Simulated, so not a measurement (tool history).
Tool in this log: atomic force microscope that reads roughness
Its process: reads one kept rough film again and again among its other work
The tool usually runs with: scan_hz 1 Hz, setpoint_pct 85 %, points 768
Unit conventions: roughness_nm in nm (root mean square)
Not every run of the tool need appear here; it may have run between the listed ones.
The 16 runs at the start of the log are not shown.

run    hour  scan_hz  setpoint_pct  points  roughness_nm
      636.6  -- new tip fitted
 17   649.5        1            85     768          2.34
 18   683.7        1            85     768         2.328
 19   720.9        1            84     768         2.348
 20   766.8        1            64     768         2.456
      795.2  -- new tip fitted
 21   805.6        1            64     768         2.474
 22   847.1        1            85     768         2.356
 23   884.9        1            85     768         2.317
 24   914.5        1            85     768          2.32
 25   939.7        1            85     768         2.331
      957.1  -- new tip fitted
 26   995.5        1            85     768         2.334
 27  1040.4        1            85     768         2.359
 28  1066.7        1            79     768         2.372
 29  1105.6        1            89     411          2.29
     1118.1  -- new tip fitted
 30  1148.8     3.08            70     375         2.246
 31  1175.2     3.52            80     450         2.032
 32  1216.9     3.52            80     450         2.023
 33  1263.2     2.44            78     276         2.164
     1278.4  -- new tip fitted
 34  1308.4     2.44            78     276         2.175
 35  1361.7     2.44            78     276         2.168
 36  1393.4      2.7            85     768         2.058

Forecast run 37:
 37  1428.6     0.94            71     885             ?

roughness_nm: 2.421 nm (root mean square)
On a tool with no hidden condition, and with the same random variation, this run would have come out at roughness_nm 2.431 nm (root mean square).
